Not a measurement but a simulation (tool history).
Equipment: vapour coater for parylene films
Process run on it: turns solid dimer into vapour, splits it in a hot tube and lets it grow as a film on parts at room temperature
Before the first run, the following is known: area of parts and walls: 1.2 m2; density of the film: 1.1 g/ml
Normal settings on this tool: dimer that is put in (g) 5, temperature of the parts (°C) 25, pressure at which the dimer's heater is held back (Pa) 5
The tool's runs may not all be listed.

| run | hour | dimer that is put in (g) | temperature of the parts (°C) | pressure at which the dimer's heater is held back (Pa) | thickness of the film (nm) |
|---|---|---|---|---|---|
| 1 | 0 | 5 | 25 | 5 | 2200 |
| 2 | 27.7 | 5 | 25 | 6.14 | 2090 |
| 3 | 55.5 | 5 | 25 | 6.14 | 2080 |
| 4 | 83.6 | 4 | 25 | 5 | 1720 |
| 5 | 102.2 | 3 | 25 | 5 | 1260 |
| 6 | 123.2 | 5 | 25 | 5.32 | 2080 |
| 7 | 142.1 | 5 | 25 | 5 | 2110 |
| 8 | 167.9 | 6 | 25 | 5 | 2500 |
| 9 | 182 | 6 | 25 | 5 | 2540 |
| 10 | 202.9 | 6 | 25 | 5 | 2490 |
| 11 | 228.8 | 6 | 25 | 5 | 2520 |
| 12 | 251.2 | 6 | 25 | 5 | 2510 |
| 13 | 278 | 4 | 25 | 5 | 1660 |
| 14 | 302.9 | 7 | 22 | 5.24 | 3110 |
| 15 | 328.2 | 7 | 25 | 4 | 2950 |
| 16 | 356.9 | 5 | 33 | 3.13 | 1680 |
| 17 | 377.7 | 5 | 33 | 3.13 | 1650 |
| 18 | 405.1 | 4 | 23 | 3.13 | 1850 |
| 19 | 418.5 | 5 | 25 | 6.08 | 1900 |
| 20 | 436.5 | 5 | 25 | 10.35 | 1710 |
| 21 | 461.9 | 5 | 25 | 10.35 | 1690 |
| 22 | 484.1 | 3 | 29 | 10.43 | 880 |
| 23 | 504.2 | 5 | 22 | 5 | 2110 |
| 24 | 518.1 | 5 | 22 | 5 | 2130 |
| 25 | 541.8 | 5 | 22 | 5 | 2100 |
|  | 548.4 | trap's valve overhauled |
| 26 | 567.2 | 6 | 24 | 5 | 2670 |

Had the tool no unlogged condition, and each run kept its random variation, what would the results have been?
The hidden state here: vapour lost through the trap's worn valve, %; true temperature of the parts over the reading, C; drift of the gauge itself on film_um, %.
| run | thickness of the film (nm) |
|---|---|
| 1 | 2210 |
| 2 | 2110 |
| 3 | 2110 |
| 4 | 1760 |
| 5 | 1300 |
| 6 | 2150 |
| 7 | 2190 |
| 8 | 2610 |
| 9 | 2660 |
| 10 | 2630 |
| 11 | 2670 |
| 12 | 2680 |
| 13 | 1780 |
| 14 | 3370 |
| 15 | 3210 |
| 16 | 1840 |
| 17 | 1830 |
| 18 | 2060 |
| 19 | 2120 |
| 20 | 1920 |
| 21 | 1910 |
| 22 | 1000 |
| 23 | 2410 |
| 24 | 2440 |
| 25 | 2420 |
| 26 | 2720 |
